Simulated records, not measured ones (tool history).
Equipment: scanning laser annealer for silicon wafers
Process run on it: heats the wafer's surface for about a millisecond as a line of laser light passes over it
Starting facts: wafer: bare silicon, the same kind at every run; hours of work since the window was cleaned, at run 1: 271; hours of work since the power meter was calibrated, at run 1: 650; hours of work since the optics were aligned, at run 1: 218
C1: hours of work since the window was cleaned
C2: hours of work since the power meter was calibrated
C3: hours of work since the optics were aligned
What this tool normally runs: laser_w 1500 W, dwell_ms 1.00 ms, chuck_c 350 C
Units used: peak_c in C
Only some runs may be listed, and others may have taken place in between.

Run 1, hour 0.0: usual settings; C1 271; C2 650; C3 218. Result: peak_c 1073 C.
Run 2, hour 50.0: usual settings; C1 295; C2 674; C3 242. Result: peak_c 1068 C.
Run 3, hour 74.8: usual settings but laser_w 1408 W; C1 307; C2 686; C3 254. Result: peak_c 1012 C.
Run 4, hour 110.3: usual settings but dwell_ms 1.12 ms; C1 324; C2 703; C3 271. Result: peak_c 1112 C.
At hour 118.4: optics aligned, line set to its width.
Run 5, hour 160.9: usual settings but dwell_ms 1.12 ms; C1 346; C2 725; C3 20. Result: peak_c 1111 C.
Run 6, hour 204.6: usual settings but dwell_ms 1.12 ms; C1 367; C2 746; C3 41. Result: peak_c 1107 C.
Run 7, hour 241.4: usual settings but laser_w 1486 W, chuck_c 373 C; C1 385; C2 764; C3 59. Result: peak_c 1071 C.
Run 8, hour 289.8: usual settings but laser_w 1593 W, dwell_ms 0.99 ms, chuck_c 369 C; C1 408; C2 787; C3 83. Result: peak_c 1126 C.
Run 9, hour 326.1: usual settings but dwell_ms 1.23 ms; C1 425; C2 805; C3 100. Result: peak_c 1146 C.

Forecast run 10:
Run 10, hour 358.4: usual settings but laser_w 1386 W, dwell_ms 1.23 ms; C1 441; C2 820; C3 116. Result: peak_c ?.

Run 10 gave peak_c 1064 C.
The same run, on a tool lacking any hidden state, would have yielded peak_c 1106 C.

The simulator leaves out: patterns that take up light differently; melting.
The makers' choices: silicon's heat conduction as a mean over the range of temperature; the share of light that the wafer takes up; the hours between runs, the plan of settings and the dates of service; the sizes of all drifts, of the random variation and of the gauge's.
